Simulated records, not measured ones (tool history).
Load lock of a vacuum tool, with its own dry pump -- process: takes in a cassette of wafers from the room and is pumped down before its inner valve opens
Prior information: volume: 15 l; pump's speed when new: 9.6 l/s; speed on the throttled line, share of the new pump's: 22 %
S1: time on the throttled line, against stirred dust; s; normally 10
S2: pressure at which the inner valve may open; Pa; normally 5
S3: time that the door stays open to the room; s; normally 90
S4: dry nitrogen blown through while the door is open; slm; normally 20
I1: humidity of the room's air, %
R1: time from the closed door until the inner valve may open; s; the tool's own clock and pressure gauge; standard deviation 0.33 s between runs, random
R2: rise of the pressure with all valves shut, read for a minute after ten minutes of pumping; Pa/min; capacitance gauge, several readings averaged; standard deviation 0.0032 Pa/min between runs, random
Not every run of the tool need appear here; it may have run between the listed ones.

run	hour	S1	S2	S3	S4	I1	R1	R2
1	0	10	5	90	20	45.9	23.9	0.104
2	254.2	10	5	90	20	46	24.5	0.11
3	403.4	10	5	90	20	45.7	24	0.111
4	652.4	10	5	90	20	43.6	24.6	0.105
5	795.9	10	5	90	20	45.1	24.9	0.112
6	966.6	10	5	90	15	43.8	24.6	0.118
7	1144.2	10	5	90	20	46.2	24.8	0.109
8	1346.4	10	5	90	20	42.6	24.6	0.109
9	1677.9	6	5	90	20	46	21.6	0.115
10	1903.6	6	5	90	20	45.3	22.2	0.115
11	2184.2	10	5	90	20	46.8	24.5	0.119
12	2352.8	10	9	77	6	46.6	23	0.132
13	2576.3	5	5	68	20	44.3	21.4	0.103
14	2907.2	5	5	68	20	47.1	21.2	0.107
15	3084.5	8	7	71	43	42	23.1	0.086
16	3222	8	7	71	43	43	23.1	0.088
17	3502.4	8	7	71	43	47	22.7	0.088
18	3796.7	7	5	46	20	44.1	23	0.089
19	3943.1	9	5	46	15	49.1	24.6	0.111
20	4220.6	7	7	111	14	47	22	0.16
21	4511.6	10	5	90	10	44.6	25	0.148

3 ways to go on from here, each from the tool as it stands after run 21. What would each give?
A	4836.3	12	6	90	20	43.3	?	?
B	4836.3	6	5	167	20	46	?	?
C	4836.3	8	6	90	32	44.8	?	?

run	R1	R2
A	26.4	0.127
B	22.6	0.184
C	23.4	0.118
With no hidden state in the tool, these same runs would have given:
run	R1	R2
A	24.7	0.084
B	20.7	0.141
C	21.6	0.075
